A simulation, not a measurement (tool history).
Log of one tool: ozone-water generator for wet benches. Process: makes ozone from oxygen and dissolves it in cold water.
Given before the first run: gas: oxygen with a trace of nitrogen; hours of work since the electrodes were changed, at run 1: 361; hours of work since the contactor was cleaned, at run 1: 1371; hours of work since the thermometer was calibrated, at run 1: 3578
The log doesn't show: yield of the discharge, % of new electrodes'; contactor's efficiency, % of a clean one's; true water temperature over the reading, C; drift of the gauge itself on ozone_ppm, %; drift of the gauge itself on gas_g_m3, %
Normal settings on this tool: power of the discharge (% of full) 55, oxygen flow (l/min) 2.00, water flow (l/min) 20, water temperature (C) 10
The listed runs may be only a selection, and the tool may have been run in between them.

run   hour  power of the discharge (% of full)  oxygen flow (l/min)  water flow (l/min)  water temperature (C)  hours of work since the electrodes were changed  hours of work since the contactor was cleaned  hours of work since the thermometer was calibrated  dissolved ozone (ppm)  ozone in the gas ahead of the water (g/m3)
  1    0.0                                  55                 2.00                  20                     10                                              361                                           1371                                                3578                   13.4                                       242.5
  2   32.6                                  55                 2.00                  20                     10                                              382                                           1392                                                3598                   13.3                                       243.5
  3   73.2                                  55                 2.00                  20                     10                                              407                                           1417                                                3624                   13.3                                       243.9
      95.6  -- water thermometer calibrated
  4  102.0                                  55                 2.00                  20                     10                                              425                                           1435                                                   4                   13.2                                       244.0
  5  122.9                                  55                 2.00                  20                     10                                              438                                           1448                                                  17                   13.3                                       245.0
  6  163.7                                  55                 2.00                  20                     10                                              463                                           1473                                                  42                   13.4                                       244.3
  7  186.6                                  55                 2.00                  20                     10                                              478                                           1487                                                  57                   13.4                                       244.3
  8  210.6                                  55                 2.00                  20                     10                                              493                                           1502                                                  72                   13.3                                       242.6
  9  252.3                                  55                 2.00                  20                     10                                              518                                           1528                                                  98                   13.4                                       248.3
 10  273.1                                  55                 2.73                  20                     10                                              532                                           1541                                                 111                   15.3                                       222.8
 11  305.1                                  55                 1.69                  31                     10                                              551                                           1561                                                 131                    6.9                                       257.1
 12  324.3                                  52                 2.00                  14                     11                                              563                                           1573                                                 143                   19.2                                       236.1
 13  354.3                                  66                 2.00                  20                     10                                              582                                           1592                                                 161                   14.8                                       276.2
 14  375.8                                  66                 2.00                  20                     10                                              596                                           1605                                                 175                   14.7                                       275.4
 15  411.2                                  66                 2.00                  20                     10                                              618                                           1627                                                 197                   14.8                                       273.9
 16  441.5                                  98                 2.00                  17                     10                                              637                                           1646                                                 216                   22.7                                       348.3
 17  462.2                                  98                 2.00                  17                      7                                              649                                           1659                                                 229                   23.1                                       347.0
 18  484.3                                  98                 3.28                  31                      7                                              663                                           1673                                                 242                   14.2                                       297.9
 19  518.3                                  52                 2.44                  31                      7                                              684                                           1694                                                 264                    8.4                                       224.1
 20  561.6                                  58                 2.00                  20                     12                                              711                                           1721                                                 291                   13.5                                       254.8

Each row is a separate what-if for the run after 20, all from the same tool condition, not one after another. Results?
  A  589.1                                  55                 3.16                  22                     12                                              729                                           1738                                                 308                      ?                                           ?
  B  589.1                                  43                 2.50                  20                     10                                              729                                           1738                                                 308                      ?                                           ?
  C  589.1                                  50                 2.00                  13                     16                                              729                                           1738                                                 308                      ?                                           ?

run  dissolved ozone (ppm)  ozone in the gas ahead of the water (g/m3)
  A                   14.4                                       213.5
  B                   12.8                                       199.5
  C                   19.5                                       236.0
Take away the tool's hidden state, keep each run's random variation, and the runs would have read:
run  dissolved ozone (ppm)  ozone in the gas ahead of the water (g/m3)
  A                   14.4                                       208.1
  B                   12.8                                       194.4
  C                   19.6                                       230.0

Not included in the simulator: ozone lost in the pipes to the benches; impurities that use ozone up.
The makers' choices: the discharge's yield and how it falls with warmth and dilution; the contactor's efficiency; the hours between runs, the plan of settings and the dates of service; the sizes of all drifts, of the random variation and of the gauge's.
